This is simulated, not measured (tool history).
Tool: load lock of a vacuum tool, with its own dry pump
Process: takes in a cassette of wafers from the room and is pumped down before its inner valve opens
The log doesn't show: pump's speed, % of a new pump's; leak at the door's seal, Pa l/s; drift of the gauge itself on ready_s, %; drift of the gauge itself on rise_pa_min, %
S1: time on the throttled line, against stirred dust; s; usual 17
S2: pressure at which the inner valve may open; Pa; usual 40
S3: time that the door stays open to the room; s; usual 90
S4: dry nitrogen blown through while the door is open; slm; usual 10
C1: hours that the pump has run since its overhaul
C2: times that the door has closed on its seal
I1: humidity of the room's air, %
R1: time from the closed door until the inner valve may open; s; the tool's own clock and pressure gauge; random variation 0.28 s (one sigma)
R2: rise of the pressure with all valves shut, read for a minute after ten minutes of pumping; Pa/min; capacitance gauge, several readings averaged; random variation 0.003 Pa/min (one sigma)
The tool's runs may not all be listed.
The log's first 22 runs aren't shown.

run 23 hour=8375.2 | S1=23 S2=62 S3=46 S4=5 | C1=16067 C2=7363 | I1=44.0 | R1=29.3 R2=0.044
run 24 hour=8659.0 | S1=23 S2=62 S3=46 S4=5 | C1=16351 C2=8575 | I1=46.8 | R1=29.9 R2=0.053
run 25 hour=8890.9 | S1=23 S2=62 S3=46 S4=5 | C1=16582 C2=9565 | I1=43.1 | R1=29.9 R2=0.052
run 26 hour=9209.9 | S1=23 S2=62 S3=46 S4=5 | C1=16901 C2=10927 | I1=47.8 | R1=30.3 R2=0.056
run 27 hour=9444.4 | S1=29 S2=28 S3=46 S4=29 | C1=17136 C2=11928 | I1=45.7 | R1=36.2 R2=0.029
run 28 hour=9863.4 | S1=29 S2=59 S3=75 S4=6 | C1=17555 C2=13717 | I1=38.8 | R1=35.6 R2=0.050
run 29 hour=10389.8 | S1=29 S2=57 S3=108 S4=6 | C1=18081 C2=15965 | I1=45.5 | R1=35.1 R2=0.066
run 30 hour=10781.2 | S1=17 S2=40 S3=102 S4=43 | C1=18473 C2=17637 | I1=41.3 | R1=24.9 R2=0.030
run 31 hour=11180.5 | S1=16 S2=40 S3=31 S4=11 | C1=18872 C2=19341 | I1=46.9 | R1=24.2 R2=0.045
run 32 hour=11576.4 | S1=23 S2=72 S3=31 S4=21 | C1=19268 C2=21032 | I1=42.0 | R1=29.4 R2=0.033
run 33 hour=11996.8 | S1=10 S2=55 S3=90 S4=9 | C1=19688 C2=22827 | I1=48.0 | R1=18.0 R2=0.049
run 34 hour=12556.1 | S1=10 S2=55 S3=90 S4=9 | C1=20248 C2=25215 | I1=44.6 | R1=18.7 R2=0.055
run 35 hour=12827.1 | S1=14 S2=50 S3=28 S4=34 | C1=20519 C2=26372 | I1=47.5 | R1=21.9 R2=0.030
run 36 hour=13069.6 | S1=17 S2=40 S3=73 S4=10 | C1=20761 C2=27408 | I1=43.0 | R1=24.8 R2=0.049
run 37 hour=13517.0 | S1=17 S2=78 S3=135 S4=40 | C1=21209 C2=29318 | I1=43.8 | R1=23.3 R2=0.028

Forecast each of these 3 alternatives for the next run:
run A hour=13905.5 | S1=17 S2=40 S3=90 S4=5 | C1=21597 C2=30977 | I1=42.7 | R1=? R2=?
run B hour=13905.5 | S1=17 S2=40 S3=90 S4=6 | C1=21597 C2=30977 | I1=46.2 | R1=? R2=?
run C hour=13905.5 | S1=17 S2=33 S3=90 S4=7 | C1=21597 C2=30977 | I1=40.5 | R1=? R2=?

run=A R1=24.6 R2=0.067
run=B R1=24.5 R2=0.059
run=C R1=25.1 R2=0.057
Without the tool's hidden state the same runs would have given:
run=A R1=24.6 R2=0.067
run=B R1=24.5 R2=0.059
run=C R1=25.1 R2=0.056

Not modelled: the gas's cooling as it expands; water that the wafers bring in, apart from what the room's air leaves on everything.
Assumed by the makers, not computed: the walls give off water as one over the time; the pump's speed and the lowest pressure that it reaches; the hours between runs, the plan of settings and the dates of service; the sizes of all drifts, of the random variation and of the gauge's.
